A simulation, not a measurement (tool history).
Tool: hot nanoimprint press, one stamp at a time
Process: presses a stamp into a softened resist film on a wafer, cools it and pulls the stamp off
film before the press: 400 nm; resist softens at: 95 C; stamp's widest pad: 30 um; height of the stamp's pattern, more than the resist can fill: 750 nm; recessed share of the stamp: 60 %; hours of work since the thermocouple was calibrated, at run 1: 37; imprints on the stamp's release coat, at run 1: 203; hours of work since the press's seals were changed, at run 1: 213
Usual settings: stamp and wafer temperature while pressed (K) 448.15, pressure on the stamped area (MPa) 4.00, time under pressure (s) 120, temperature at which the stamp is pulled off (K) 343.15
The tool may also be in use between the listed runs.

run,hour,stamp and wafer temperature while pressed (K),pressure on the stamped area (MPa),time under pressure (s),temperature at which the stamp is pulled off (K),hours of work since the thermocouple was calibrated,imprints on the stamp's release coat,hours of work since the press's seals were changed,resist left under the stamp's widest pad (nm),greatest force while the stamp is pulled off (N)
1,0.0,448.15,4.00,120,343.15,37,203,213,171.0,122
2,24.1,448.15,4.00,176,343.15,56,308,232,147.9,128
3,49.1,448.15,4.00,120,333.15,75,417,252,174.1,154
4,78.9,448.15,4.00,120,343.15,99,547,276,174.7,137
5,102.1,448.15,4.00,120,343.15,117,648,294,176.6,139
6,120.6,448.15,4.00,120,343.15,132,728,309,177.0,147
7,139.5,448.15,4.54,120,343.15,147,811,323,169.0,156
8,164.1,448.15,4.54,120,347.15,166,918,343,167.6,149
9,178.6,448.15,4.54,120,347.15,177,981,354,169.8,149
# hour 193.5: stamp cleaned and given a new release coat
10,209.5,448.15,4.54,120,347.15,197,70,374,169.4,111
11,231.4,448.15,4.00,120,336.15,214,165,391,177.7,140
12,247.9,448.15,4.00,120,336.15,227,237,404,179.4,138
13,273.2,448.15,4.00,120,343.15,247,348,424,178.4,127
14,301.0,442.15,4.00,120,343.15,269,469,446,227.5,139
15,315.5,442.15,4.00,120,343.15,281,532,457,226.6,141
16,337.9,442.15,4.00,120,343.15,298,630,475,230.4,141
17,356.8,442.15,4.00,120,343.15,313,712,490,230.4,149
18,386.5,442.15,3.01,235,336.15,337,842,513,201.7,173
19,398.8,452.15,4.45,235,335.15,346,895,523,110.8,180
20,413.5,446.15,4.45,235,335.15,358,959,535,146.7,189
# hour 417.7: plate thermocouple calibrated
# hour 436.4: stamp cleaned and given a new release coat
21,436.8,438.15,4.00,133,343.15,10,2,546,269.5,117
22,449.3,458.15,4.58,120,343.15,20,56,556,120.3,115
# hour 474.9: plate thermocouple calibrated, once more
23,476.5,458.15,4.58,120,343.15,1,162,575,108.8,118
24,502.1,455.15,5.08,93,346.15,21,274,595,131.8,120
25,517.9,455.15,5.08,93,346.15,34,342,608,133.6,117
26,541.1,455.15,5.08,93,346.15,52,443,626,132.3,132
27,556.1,448.15,3.17,89,343.15,64,509,638,212.4,140
28,578.0,458.15,4.00,94,338.15,81,605,655,130.7,152
29,597.4,458.15,4.00,94,338.15,97,689,670,130.7,159
30,617.3,457.15,4.62,122,339.15,112,776,686,113.6,159
31,636.8,441.15,2.56,123,336.15,128,861,701,264.5,173

The same runs without the tool's hidden state, with the same run-to-run variation:
The hidden state here: true temperature over the reading, C; pressure that arrives at the usual setting, %; grip of the stamp's worn release coat, % over a new coat's; drift of the gauge itself on residual_nm, %; drift of the gauge itself on pull_off_n, %.
run,resist left under the stamp's widest pad (nm),greatest force while the stamp is pulled off (N)
1,168.5,112
2,145.1,114
3,170.4,131
4,170.2,112
5,171.4,110
6,171.3,113
7,162.7,117
8,160.7,107
9,162.4,105
10,161.4,107
11,169.2,130
12,170.4,125
13,168.8,110
14,215.5,115
15,214.2,114
16,217.1,111
17,216.6,114
18,188.3,127
19,101.9,129
20,134.4,133
21,244.8,113
22,106.4,109
23,106.9,112
24,128.6,109
25,130.1,103
26,128.4,112
27,208.8,116
28,126.9,122
29,126.5,124
30,109.1,121
31,259.1,128

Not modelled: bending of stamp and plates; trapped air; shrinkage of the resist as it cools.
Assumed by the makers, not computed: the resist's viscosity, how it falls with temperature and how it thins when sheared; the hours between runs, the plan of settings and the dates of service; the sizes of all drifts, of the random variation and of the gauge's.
